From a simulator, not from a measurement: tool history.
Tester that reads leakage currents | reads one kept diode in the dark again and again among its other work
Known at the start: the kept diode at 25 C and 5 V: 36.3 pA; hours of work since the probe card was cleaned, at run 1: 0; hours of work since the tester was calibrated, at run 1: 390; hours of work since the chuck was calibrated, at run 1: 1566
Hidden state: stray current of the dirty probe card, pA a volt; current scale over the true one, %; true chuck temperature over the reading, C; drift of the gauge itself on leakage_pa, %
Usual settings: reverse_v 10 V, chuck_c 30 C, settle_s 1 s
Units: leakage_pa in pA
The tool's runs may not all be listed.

run      day  reverse_v  chuck_c  settle_s  hours of work since the probe card was cleaned  hours of work since the tester was calibrated  hours of work since the chuck was calibrated  leakage_pa
  1        0         10       30         1                                               0                                            390                                          1566       81.97
  2    5.171         10       30         1                                              66                                            457                                          1633        83.5
      12.233  -- chuck's temperature calibrated
  3   16.204         10       30         1                                             207                                            597                                            51       76.23
  4   25.325         10       56         1                                             324                                            715                                           168      410.43
  5   36.396         10       38         1                                             466                                            857                                           310      136.15
  6     42.5         10       30         1                                             545                                            935                                           389       81.95
  7     48.6         10       30         1                                             623                                           1014                                           467        83.2
  8   55.046         10       30         1                                             706                                           1096                                           550        84.7
  9   61.921         10       30         1                                             794                                           1185                                           638       86.09
 10   67.838         10       30         1                                             870                                           1261                                           714       87.66
 11   75.808         10       30         1                                             973                                           1363                                           816       89.12
 12   82.246        2.9       30         1                                            1055                                           1446                                           899       46.54
 13   91.262        2.9       30         1                                            1171                                           1561                                          1015       47.44
 14  101.471        1.8       48      9.75                                            1302                                           1693                                          1146      117.33

The next listed run, before its measurement:
 15  108.821        1.9       52      9.75                                            1396                                           1787                                          1240           ?

{"run 15": {"leakage_pa": 154.1}}
Without the tool's hidden state the same run would have given leakage_pa 140.02 pA.

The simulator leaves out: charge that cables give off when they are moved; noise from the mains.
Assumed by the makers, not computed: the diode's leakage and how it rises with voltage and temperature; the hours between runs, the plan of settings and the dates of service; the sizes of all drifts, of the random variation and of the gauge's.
